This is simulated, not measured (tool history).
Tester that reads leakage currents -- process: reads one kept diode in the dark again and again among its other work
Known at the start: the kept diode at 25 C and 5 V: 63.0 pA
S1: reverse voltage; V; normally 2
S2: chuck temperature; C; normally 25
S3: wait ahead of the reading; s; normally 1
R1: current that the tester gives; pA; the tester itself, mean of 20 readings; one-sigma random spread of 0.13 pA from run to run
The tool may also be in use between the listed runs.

{"run": 1, "hour": 0.0, "S1": 2, "S2": 25, "S3": 1, "R1": 38.47}
{"run": 2, "hour": 20.3, "S1": 2, "S2": 34, "S3": 1, "R1": 75.48}
{"run": 3, "hour": 57.3, "S1": 2, "S2": 34, "S3": 1, "R1": 75.14}
{"run": 4, "hour": 91.1, "S1": 2, "S2": 34, "S3": 1, "R1": 75.3}
{"run": 5, "hour": 131.5, "S1": 2, "S2": 25, "S3": 0.91, "R1": 38.22}
{"run": 6, "hour": 166.7, "S1": 6.1, "S2": 25, "S3": 0.91, "R1": 68.41}
{"run": 7, "hour": 193.7, "S1": 6.1, "S2": 25, "S3": 0.91, "R1": 68.28}
{"run": 8, "hour": 230.7, "S1": 2, "S2": 25, "S3": 3.61, "R1": 37.83}
{"run": 9, "hour": 248.6, "S1": 2, "S2": 25, "S3": 3.61, "R1": 37.51}
{"run": 10, "hour": 290.3, "S1": 2, "S2": 38, "S3": 3.1, "R1": 99.37}
{"run": 11, "hour": 317.9, "S1": 10.62, "S2": 25, "S3": 1, "R1": 90.5}
{"run": 12, "hour": 337.8, "S1": 2.95, "S2": 38, "S3": 3.9, "R1": 120.09}
{"run": 13, "hour": 378.4, "S1": 2.95, "S2": 38, "S3": 3.9, "R1": 121.02}
{"run": 14, "hour": 412.7, "S1": 2.95, "S2": 38, "S3": 5.67, "R1": 119.94}
{"run": 15, "hour": 446.6, "S1": 2.95, "S2": 38, "S3": 5.67, "R1": 119.64}
{"run": 16, "hour": 478.4, "S1": 17.55, "S2": 27, "S3": 0.98, "R1": 136.13}
{"run": 17, "hour": 509.0, "S1": 2.01, "S2": 27, "S3": 0.48, "R1": 44.12}
{"run": 18, "hour": 531.5, "S1": 12.77, "S2": 30, "S3": 0.46, "R1": 145.99}

Here are 5 independent what-if runs from the current tool condition. What would each one return?
{"run": "A", "hour": 558.3, "S1": 2.57, "S2": 25, "S3": 0.42, "R1": "?"}
{"run": "B", "hour": 558.3, "S1": 9.54, "S2": 52, "S3": 5.62, "R1": "?"}
{"run": "C", "hour": 558.3, "S1": 16.76, "S2": 44, "S3": 1.98, "R1": "?"}
{"run": "D", "hour": 558.3, "S1": 1.56, "S2": 22, "S3": 1, "R1": "?"}
{"run": "E", "hour": 558.3, "S1": 14.58, "S2": 38, "S3": 0.63, "R1": "?"}

run=A R1=43.31
run=B R1=565.03
run=C R1=439.06
run=D R1=25.98
run=E R1=274.34
Stripped of hidden state, with their random variation kept, the same runs would have yielded:
run=A R1=46.15
run=B R1=599.66
run=C R1=466.02
run=D R1=27.74
run=E R1=291.1
